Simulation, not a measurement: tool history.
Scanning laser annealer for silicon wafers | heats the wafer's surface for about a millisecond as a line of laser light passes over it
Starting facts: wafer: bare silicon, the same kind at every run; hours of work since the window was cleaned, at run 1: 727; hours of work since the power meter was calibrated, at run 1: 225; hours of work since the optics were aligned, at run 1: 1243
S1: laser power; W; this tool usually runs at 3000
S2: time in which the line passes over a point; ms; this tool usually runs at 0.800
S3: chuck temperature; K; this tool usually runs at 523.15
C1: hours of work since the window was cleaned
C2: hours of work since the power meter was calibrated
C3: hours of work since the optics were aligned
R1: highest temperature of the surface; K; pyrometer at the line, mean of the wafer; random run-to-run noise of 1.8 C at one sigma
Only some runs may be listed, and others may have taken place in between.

Run 1, hour 0.0: usual settings; C1 727; C2 225; C3 1243. Result: R1 1228.15 K.
Run 2, hour 38.0: usual settings but S1 2620 W; C1 745; C2 243; C3 1262. Result: R1 1112.15 K.
Run 3, hour 68.0: usual settings; C1 760; C2 258; C3 1276. Result: R1 1228.15 K.
Run 4, hour 98.6: usual settings; C1 774; C2 273; C3 1291. Result: R1 1226.15 K.
At hour 136.4: window over the wafer cleaned.
Run 5, hour 136.4: usual settings but S2 0.796 ms; C1 0; C2 290; C3 1309. Result: R1 1271.15 K.
Run 6, hour 169.9: usual settings; C1 16; C2 306; C3 1325. Result: R1 1271.15 K.
Run 7, hour 205.2: usual settings; C1 33; C2 323; C3 1342. Result: R1 1268.15 K.
Run 8, hour 247.0: usual settings; C1 54; C2 344; C3 1362. Result: R1 1267.15 K.
Run 9, hour 285.6: usual settings but S3 518.15 K; C1 72; C2 362; C3 1381. Result: R1 1263.15 K.
At hour 292.8: laser's power meter calibrated.
Run 10, hour 307.6: usual settings but S1 2924 W, S2 0.885 ms, S3 533.15 K; C1 82; C2 7; C3 1390. Result: R1 1290.15 K.
Run 11, hour 351.1: usual settings but S1 2736 W, S2 0.561 ms, S3 516.15 K; C1 103; C2 28; C3 1412. Result: R1 1065.15 K.
Run 12, hour 370.0: usual settings but S1 2941 W, S2 0.629 ms; C1 112; C2 37; C3 1421. Result: R1 1162.15 K.

Run 13 is up next; what results do you expect?
At hour 392.4: optics aligned, line set to its width.
Run 13, hour 398.6: usual settings but S2 0.689 ms; C1 123; C2 49; C3 3. Result: R1 ?.

{"run 13": {"R1": 1228.15}}
Minus the tool's unlogged condition, the same run would have read R1 1236.15 K.
